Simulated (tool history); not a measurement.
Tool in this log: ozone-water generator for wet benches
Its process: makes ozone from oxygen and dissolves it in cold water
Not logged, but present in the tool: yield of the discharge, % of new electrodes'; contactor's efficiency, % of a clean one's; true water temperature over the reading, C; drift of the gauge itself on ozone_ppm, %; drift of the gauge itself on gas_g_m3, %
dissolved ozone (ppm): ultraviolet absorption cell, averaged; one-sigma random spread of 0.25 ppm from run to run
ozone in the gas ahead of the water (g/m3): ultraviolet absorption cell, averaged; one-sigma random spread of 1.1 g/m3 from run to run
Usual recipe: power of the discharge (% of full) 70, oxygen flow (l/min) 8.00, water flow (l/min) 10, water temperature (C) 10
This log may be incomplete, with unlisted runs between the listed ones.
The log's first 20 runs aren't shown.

run,hour,power of the discharge (% of full),oxygen flow (l/min),water flow (l/min),water temperature (C),hours of work since the electrodes were changed,hours of work since the contactor was cleaned,hours of work since the thermometer was calibrated,dissolved ozone (ppm),ozone in the gas ahead of the water (g/m3)
21,2157.6,70,8.00,7,7,2426,5537,1382,45.6,178.2
22,2275.3,70,6.33,10,10,2524,5635,1481,35.6,197.5
23,2419.2,79,8.34,7,9,2645,5756,1601,47.1,192.6
24,2489.0,79,8.34,7,9,2703,5814,1659,47.2,191.8
25,2594.4,67,5.51,6,10,2791,5902,1748,47.0,203.3
26,2723.2,48,4.67,6,10,2899,6010,1855,35.7,165.8
27,2841.3,41,7.75,6,6,2998,6109,1954,31.6,115.4
28,2931.1,70,12.87,7,10,3073,6184,2029,36.8,140.2
29,3021.5,70,8.00,10,13,3148,6259,2105,31.9,175.0
30,3129.6,51,8.00,6,10,3239,6350,2195,34.2,134.4
31,3271.2,51,8.00,6,10,3357,6468,2314,34.1,134.5
32,3422.5,51,8.00,6,10,3484,6595,2440,34.1,133.9

Alternative continuations, all from the tool just after run 32; predict every row:
A,3571.8,47,8.00,7,10,3608,6719,2565,?,?
B,3571.8,55,9.39,8,10,3608,6719,2565,?,?
C,3571.8,51,6.12,16,6,3608,6719,2565,?,?

run,dissolved ozone (ppm),ozone in the gas ahead of the water (g/m3)
A,29.3,124.6
B,30.6,133.3
C,20.0,152.1
Take away the tool's hidden state, keep each run's random variation, and the runs would have read:
run,dissolved ozone (ppm),ozone in the gas ahead of the water (g/m3)
A,32.3,131.7
B,34.3,142.5
C,22.5,161.7
